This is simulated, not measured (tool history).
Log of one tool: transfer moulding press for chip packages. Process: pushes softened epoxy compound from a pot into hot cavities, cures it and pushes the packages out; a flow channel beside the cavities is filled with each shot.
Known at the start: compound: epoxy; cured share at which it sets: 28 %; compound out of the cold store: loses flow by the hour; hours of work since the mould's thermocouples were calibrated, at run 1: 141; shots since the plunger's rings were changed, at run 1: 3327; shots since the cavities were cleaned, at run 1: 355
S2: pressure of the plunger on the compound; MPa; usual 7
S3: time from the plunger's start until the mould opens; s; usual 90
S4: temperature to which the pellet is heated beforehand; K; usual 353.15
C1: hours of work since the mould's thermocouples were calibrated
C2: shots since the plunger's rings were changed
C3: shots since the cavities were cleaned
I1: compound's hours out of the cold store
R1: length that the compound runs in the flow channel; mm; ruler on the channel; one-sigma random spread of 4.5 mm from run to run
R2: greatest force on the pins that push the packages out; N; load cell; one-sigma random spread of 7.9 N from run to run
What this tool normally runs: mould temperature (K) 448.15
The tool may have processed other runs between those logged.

Run 1, hour 0: usual settings; C1 141; C2 3327; C3 355; I1 28.5. Result: R1 773 mm, R2 337 N.
Run 2, hour 21.3: usual settings; C1 157; C2 3694; C3 722; I1 19.2. Result: R1 805 mm, R2 337 N.
At hour 45.3: cavities cleaned with cleaning compound and waxed.
Run 3, hour 50.3: usual settings; C1 179; C2 4169; C3 87; I1 29.4. Result: R1 769 mm, R2 334 N.
Run 4, hour 96.5: usual settings; C1 216; C2 4966; C3 884; I1 11.1. Result: R1 849 mm, R2 353 N.
At hour 112.5: cavities cleaned with cleaning compound and waxed.
At hour 145.3: plunger's sealing rings changed.
Run 5, hour 145.7: usual settings; C1 252; C2 7; C3 530; I1 13. Result: R1 838 mm, R2 350 N.
Run 6, hour 167.4: usual settings but mould temperature (K) 444.15; C1 269; C2 382; C3 905; I1 18.7. Result: R1 823 mm, R2 411 N.
At hour 183: cavities cleaned with cleaning compound and waxed.
Run 7, hour 197.5: usual settings but mould temperature (K) 444.15; C1 292; C2 874; C3 250; I1 8.9. Result: R1 860 mm, R2 437 N.
Run 8, hour 241.2: usual settings but mould temperature (K) 444.15; C1 326; C2 1629; C3 1005; I1 10. Result: R1 862 mm, R2 437 N.
At hour 250: cavities cleaned with cleaning compound and waxed.
Run 9, hour 264.4: usual settings but mould temperature (K) 447.15, S2 6.86 MPa, S3 84 s, S4 344.15 K; C1 344; C2 2003; C3 248; I1 13.3. Result: R1 827 mm, R2 418 N.
Run 10, hour 293.7: usual settings but mould temperature (K) 447.15, S2 6.86 MPa, S3 71 s, S4 356.15 K; C1 367; C2 2508; C3 753; I1 8.6. Result: R1 843 mm, R2 574 N.
At hour 316: cavities cleaned with cleaning compound and waxed.
Run 11, hour 322.9: usual settings but mould temperature (K) 447.15, S2 6.84 MPa, S3 78 s, S4 356.15 K; C1 389; C2 2986; C3 118; I1 25.1. Result: R1 773 mm, R2 440 N.

Run 12 is up next; what results do you expect?
Run 12, hour 367.9: usual settings but S2 7.36 MPa, S3 105 s, S4 355.15 K; C1 425; C2 3762; C3 894; I1 29.8. Result: R1 ?, R2 ?.

Logged for run 12: R1 793 mm, R2 330 N.
If the tool had no hidden condition, the same run with the same run-to-run variation would have returned R1 794 mm, R2 327 N.
